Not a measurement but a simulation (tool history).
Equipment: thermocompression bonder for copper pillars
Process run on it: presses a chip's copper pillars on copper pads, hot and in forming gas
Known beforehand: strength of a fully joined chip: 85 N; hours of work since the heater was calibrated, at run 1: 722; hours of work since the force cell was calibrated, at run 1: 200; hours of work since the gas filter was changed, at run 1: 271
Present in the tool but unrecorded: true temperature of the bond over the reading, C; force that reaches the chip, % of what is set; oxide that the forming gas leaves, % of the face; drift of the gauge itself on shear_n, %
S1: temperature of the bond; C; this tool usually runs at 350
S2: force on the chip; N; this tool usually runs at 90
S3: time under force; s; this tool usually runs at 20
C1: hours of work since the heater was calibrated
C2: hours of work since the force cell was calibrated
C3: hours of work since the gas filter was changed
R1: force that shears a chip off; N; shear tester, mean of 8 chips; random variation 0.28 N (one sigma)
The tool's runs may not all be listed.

{"run": 1, "hour": 0.0, "S1": 350, "S2": 90, "S3": 20, "C1": 722, "C2": 200, "C3": 271, "R1": 58.1}
{"run": 2, "hour": 8.0, "S1": 366, "S2": 90, "S3": 20, "C1": 727, "C2": 205, "C3": 276, "R1": 63.5}
{"run": 3, "hour": 19.8, "S1": 350, "S2": 90, "S3": 20, "C1": 735, "C2": 212, "C3": 283, "R1": 57.5}
{"run": 4, "hour": 30.7, "S1": 336, "S2": 90, "S3": 20, "C1": 741, "C2": 219, "C3": 289, "R1": 52.1}
{"hour": 31.8, "done": "forming gas filter changed"}
{"run": 5, "hour": 38.4, "S1": 336, "S2": 90, "S3": 20, "C1": 746, "C2": 224, "C3": 4, "R1": 53.7}
{"run": 6, "hour": 46.9, "S1": 336, "S2": 65, "S3": 20, "C1": 751, "C2": 229, "C3": 9, "R1": 44.1}
{"run": 7, "hour": 58.0, "S1": 336, "S2": 65, "S3": 20, "C1": 758, "C2": 236, "C3": 16, "R1": 43.4}
{"run": 8, "hour": 69.8, "S1": 336, "S2": 65, "S3": 20, "C1": 765, "C2": 243, "C3": 23, "R1": 43.8}
{"run": 9, "hour": 77.3, "S1": 350, "S2": 90, "S3": 20, "C1": 770, "C2": 248, "C3": 28, "R1": 58.9}
{"run": 10, "hour": 88.2, "S1": 350, "S2": 90, "S3": 20, "C1": 776, "C2": 254, "C3": 35, "R1": 59.6}
{"run": 11, "hour": 96.4, "S1": 350, "S2": 90, "S3": 11, "C1": 782, "C2": 259, "C3": 40, "R1": 49.1}
{"run": 12, "hour": 104.3, "S1": 350, "S2": 90, "S3": 11, "C1": 786, "C2": 264, "C3": 45, "R1": 49.6}
{"run": 13, "hour": 111.7, "S1": 350, "S2": 90, "S3": 20, "C1": 791, "C2": 269, "C3": 49, "R1": 58.8}
{"run": 14, "hour": 121.6, "S1": 350, "S2": 90, "S3": 20, "C1": 797, "C2": 275, "C3": 55, "R1": 58}
{"run": 15, "hour": 131.1, "S1": 350, "S2": 67, "S3": 20, "C1": 803, "C2": 281, "C3": 61, "R1": 49.2}
{"run": 16, "hour": 137.5, "S1": 350, "S2": 67, "S3": 20, "C1": 807, "C2": 285, "C3": 65, "R1": 49.4}
{"run": 17, "hour": 148.7, "S1": 350, "S2": 90, "S3": 20, "C1": 814, "C2": 292, "C3": 72, "R1": 58.7}
{"run": 18, "hour": 159.0, "S1": 350, "S2": 90, "S3": 20, "C1": 820, "C2": 298, "C3": 78, "R1": 58.1}
{"run": 19, "hour": 169.5, "S1": 350, "S2": 90, "S3": 20, "C1": 827, "C2": 305, "C3": 85, "R1": 58.4}
{"run": 20, "hour": 176.3, "S1": 350, "S2": 90, "S3": 26, "C1": 831, "C2": 309, "C3": 89, "R1": 62.6}
{"run": 21, "hour": 185.1, "S1": 345, "S2": 90, "S3": 37, "C1": 836, "C2": 314, "C3": 95, "R1": 65.7}
{"run": 22, "hour": 196.4, "S1": 366, "S2": 112, "S3": 37, "C1": 843, "C2": 321, "C3": 102, "R1": 76.9}
{"run": 23, "hour": 206.2, "S1": 366, "S2": 112, "S3": 37, "C1": 849, "C2": 327, "C3": 108, "R1": 76.8}
{"run": 24, "hour": 212.2, "S1": 350, "S2": 90, "S3": 43, "C1": 853, "C2": 331, "C3": 111, "R1": 69.1}
{"run": 25, "hour": 218.5, "S1": 350, "S2": 90, "S3": 43, "C1": 857, "C2": 335, "C3": 115, "R1": 69}
{"run": 26, "hour": 225.2, "S1": 350, "S2": 90, "S3": 43, "C1": 861, "C2": 339, "C3": 119, "R1": 69.3}
{"run": 27, "hour": 232.6, "S1": 350, "S2": 90, "S3": 43, "C1": 866, "C2": 343, "C3": 124, "R1": 69}
{"run": 28, "hour": 238.9, "S1": 350, "S2": 90, "S3": 43, "C1": 869, "C2": 347, "C3": 128, "R1": 68.3}
{"run": 29, "hour": 248.4, "S1": 371, "S2": 90, "S3": 40, "C1": 875, "C2": 353, "C3": 134, "R1": 74.3}
{"run": 30, "hour": 259.6, "S1": 331, "S2": 59, "S3": 11, "C1": 882, "C2": 360, "C3": 141, "R1": 30.2}
{"run": 31, "hour": 270.4, "S1": 350, "S2": 78, "S3": 36, "C1": 889, "C2": 367, "C3": 147, "R1": 62.2}
{"run": 32, "hour": 281.1, "S1": 350, "S2": 119, "S3": 45, "C1": 895, "C2": 373, "C3": 154, "R1": 75.4}
{"run": 33, "hour": 292.5, "S1": 350, "S2": 76, "S3": 20, "C1": 903, "C2": 380, "C3": 161, "R1": 52.9}
{"run": 34, "hour": 302.1, "S1": 350, "S2": 90, "S3": 17, "C1": 908, "C2": 386, "C3": 167, "R1": 54.9}
{"run": 35, "hour": 312.5, "S1": 350, "S2": 90, "S3": 17, "C1": 915, "C2": 393, "C3": 173, "R1": 55.6}
{"run": 36, "hour": 319.7, "S1": 347, "S2": 68, "S3": 20, "C1": 919, "C2": 397, "C3": 178, "R1": 47.8}
{"run": 37, "hour": 331.2, "S1": 325, "S2": 106, "S3": 13, "C1": 926, "C2": 404, "C3": 185, "R1": 46.3}
{"run": 38, "hour": 338.2, "S1": 325, "S2": 106, "S3": 13, "C1": 931, "C2": 409, "C3": 189, "R1": 46}
{"run": 39, "hour": 348.6, "S1": 325, "S2": 74, "S3": 13, "C1": 937, "C2": 415, "C3": 195, "R1": 36.3}
{"run": 40, "hour": 359.3, "S1": 325, "S2": 74, "S3": 13, "C1": 944, "C2": 422, "C3": 202, "R1": 36.2}

3 options for the next run, each taken on its own from the tool as it stands now. Forecast them:
{"run": "A", "hour": 371.4, "S1": 325, "S2": 74, "S3": 55, "C1": 951, "C2": 429, "C3": 210, "R1": "?"}
{"run": "B", "hour": 371.4, "S1": 348, "S2": 90, "S3": 12, "C1": 951, "C2": 429, "C3": 210, "R1": "?"}
{"run": "C", "hour": 371.4, "S1": 357, "S2": 90, "S3": 53, "C1": 951, "C2": 429, "C3": 210, "R1": "?"}

run=A R1=57.2
run=B R1=48.8
run=C R1=72.9
With the hidden condition removed and each run's random variation left untouched, the same runs would have given:
run=A R1=60.3
run=B R1=51.7
run=C R1=75.7
